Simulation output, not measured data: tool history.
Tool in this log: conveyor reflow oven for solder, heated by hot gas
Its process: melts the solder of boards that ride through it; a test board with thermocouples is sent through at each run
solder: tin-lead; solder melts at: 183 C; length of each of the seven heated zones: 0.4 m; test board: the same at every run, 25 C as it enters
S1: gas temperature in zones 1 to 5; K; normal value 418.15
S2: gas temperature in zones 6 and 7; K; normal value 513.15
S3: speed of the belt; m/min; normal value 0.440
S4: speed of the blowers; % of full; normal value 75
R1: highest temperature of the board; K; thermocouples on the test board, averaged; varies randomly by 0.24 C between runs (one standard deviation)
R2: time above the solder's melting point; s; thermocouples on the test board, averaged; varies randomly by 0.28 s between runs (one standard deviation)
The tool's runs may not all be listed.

run,hour,S1,S2,S3,S4,R1,R2
1,0.0,418.15,513.15,0.440,75,498.55,93.4
2,15.5,418.15,513.15,0.440,75,498.75,93.1
3,31.7,418.15,513.15,0.505,75,494.05,76.7
4,42.1,418.15,513.15,0.505,75,493.85,76.8
5,55.5,418.15,513.15,0.505,75,493.95,76.7
6,76.0,418.15,513.15,0.505,75,493.65,76.7
7,95.7,418.15,513.15,0.440,75,498.25,93.1
8,110.9,418.15,528.15,0.440,75,511.25,102.7
9,127.8,418.15,528.15,0.440,75,511.15,103.1
10,142.5,418.15,528.15,0.440,75,511.35,102.8
11,153.1,418.15,526.15,0.440,75,508.95,101.5
12,175.0,418.15,526.15,0.440,75,509.55,101.6
13,194.6,418.15,526.15,0.440,75,509.35,101.1
14,209.8,418.15,513.15,0.440,85,499.55,94.5
15,221.4,418.15,513.15,0.440,75,498.25,92.8
16,241.9,418.15,513.15,0.440,75,497.25,91.7
17,264.5,431.15,503.15,0.440,75,491.15,94.1
18,278.6,431.15,503.15,0.440,75,491.65,94.2
19,293.4,418.15,513.15,0.433,53,495.65,92.1
20,308.6,418.15,513.15,0.433,53,496.45,92.1
21,319.5,430.15,513.15,0.510,72,496.95,84.8
22,339.2,416.15,513.15,0.440,75,499.85,92.8
23,360.7,418.15,513.15,0.440,75,499.15,94.1
24,372.9,418.15,513.15,0.440,75,500.35,94.2
25,387.5,423.15,512.15,0.418,75,501.05,103.8
26,405.1,407.15,513.15,0.416,75,499.95,94.5
27,426.5,431.15,503.15,0.490,68,489.25,83.0
28,439.9,420.15,503.15,0.490,84,489.35,77.0
29,451.0,404.15,503.15,0.371,73,493.15,99.2
30,466.6,404.15,503.15,0.371,73,493.25,98.9

Missing from the log above: 2 entries noted between runs. For each, name the pair of listed runs it sits between and say how the tool's hidden condition differs from the listed run just before to the listed run just after:
Runs 15 to 16: flux residue cleaned out of gas plates and filters (hour 227.8)
  heat that the gas passes to the board, % of a clean oven's: 93.8 -> 90.2; belt's true speed, % of the reading: 99.87 -> 99.86; true gas temperature in zones 6 and 7 over the reading, C: 1.51 -> 1.54
  measured result minus the result with no hidden state, R1: -0.20 -> -1.20 K; R2: -0.3 -> -1.3 s
Runs 18 to 19: flux residue cleaned out of gas plates and filters, once more (hour 293.0)
  heat that the gas passes to the board, % of a clean oven's: 89.8 -> 99.8; true gas temperature in zones 6 and 7 over the reading, C: 1.61 -> 1.62
  measured result minus the result with no hidden state, R1: -0.70 -> +1.40 K; R2: -1.2 -> +1.5 s
